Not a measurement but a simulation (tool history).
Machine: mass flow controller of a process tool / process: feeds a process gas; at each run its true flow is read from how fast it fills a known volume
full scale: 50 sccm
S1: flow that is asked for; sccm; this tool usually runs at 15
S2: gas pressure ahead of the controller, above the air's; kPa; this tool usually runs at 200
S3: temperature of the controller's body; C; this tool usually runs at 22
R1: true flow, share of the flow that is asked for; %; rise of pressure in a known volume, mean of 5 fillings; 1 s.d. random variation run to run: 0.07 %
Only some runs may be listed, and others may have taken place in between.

| run | hour | S1 | S2 | S3 | R1 |
|---|---|---|---|---|---|
| 1 | 0.0 | 15 | 200 | 22 | 97.62 |
| 2 | 67.9 | 6 | 200 | 22 | 97.01 |
| 3 | 161.7 | 15 | 241 | 22 | 98.02 |
| 4 | 238.2 | 15 | 273 | 22 | 98.18 |
| 5 | 380.9 | 15 | 273 | 22 | 98.15 |
| 6 | 475.9 | 15 | 273 | 22 | 98.33 |
| 7 | 620.0 | 10 | 200 | 22 | 97.30 |
| 8 | 710.3 | 15 | 200 | 22 | 97.77 |
| 9 | 850.0 | 15 | 200 | 22 | 97.69 |
| 10 | 946.4 | 15 | 200 | 22 | 97.47 |
| 11 | 1034.0 | 15 | 200 | 22 | 97.56 |
| 12 | 1101.1 | 15 | 200 | 22 | 97.66 |
| 13 | 1238.7 | 15 | 216 | 22 | 97.83 |
| 14 | 1357.6 | 15 | 216 | 22 | 97.79 |
| 15 | 1438.5 | 15 | 216 | 22 | 97.71 |
| 16 | 1505.2 | 8 | 200 | 22 | 97.18 |
| 17 | 1599.5 | 10 | 200 | 22 | 97.22 |
| 18 | 1735.0 | 15 | 200 | 22 | 97.59 |
| 19 | 1847.1 | 15 | 200 | 22 | 97.52 |
| 20 | 1956.7 | 15 | 200 | 22 | 97.75 |
| 21 | 2055.0 | 15 | 200 | 22 | 97.70 |
| 22 | 2158.1 | 50 | 177 | 35 | 100.64 |
| 23 | 2233.6 | 50 | 177 | 22 | 99.59 |
| 24 | 2355.7 | 26 | 200 | 22 | 98.40 |
| 25 | 2434.0 | 8 | 200 | 23 | 97.26 |
| 26 | 2569.4 | 13 | 241 | 34 | 98.84 |
| 27 | 2655.9 | 34 | 200 | 39 | 100.15 |
| 28 | 2737.9 | 23 | 200 | 34 | 99.00 |
| 29 | 2806.1 | 6 | 200 | 22 | 97.03 |
| 30 | 2900.1 | 9 | 200 | 22 | 97.35 |
| 31 | 3023.2 | 9 | 200 | 22 | 97.19 |
| 32 | 3095.4 | 9 | 200 | 22 | 97.22 |
| 33 | 3169.3 | 9 | 200 | 22 | 97.23 |
| 34 | 3253.6 | 9 | 200 | 22 | 97.42 |
| 35 | 3384.0 | 29 | 174 | 21 | 98.17 |
| 36 | 3493.8 | 20 | 176 | 22 | 97.68 |
| 37 | 3563.0 | 20 | 176 | 33 | 98.68 |
| 38 | 3661.2 | 18 | 231 | 26 | 98.38 |
| 39 | 3740.7 | 10 | 223 | 36 | 98.60 |
| 40 | 3874.0 | 10 | 223 | 36 | 98.54 |

What if the next run were any one of these 3? Each begins from the tool's condition after run 40:
| A | 3972.9 | 16 | 200 | 35 | ? |
| B | 3972.9 | 10 | 223 | 20 | ? |
| C | 3972.9 | 18 | 223 | 26 | ? |

| run | R1 |
|---|---|
| A | 98.57 |
| B | 97.34 |
| C | 98.20 |
Stripped of hidden state, with their random variation kept, the same runs would have yielded:
| run | R1 |
|---|---|
| A | 98.58 |
| B | 97.33 |
| C | 98.21 |
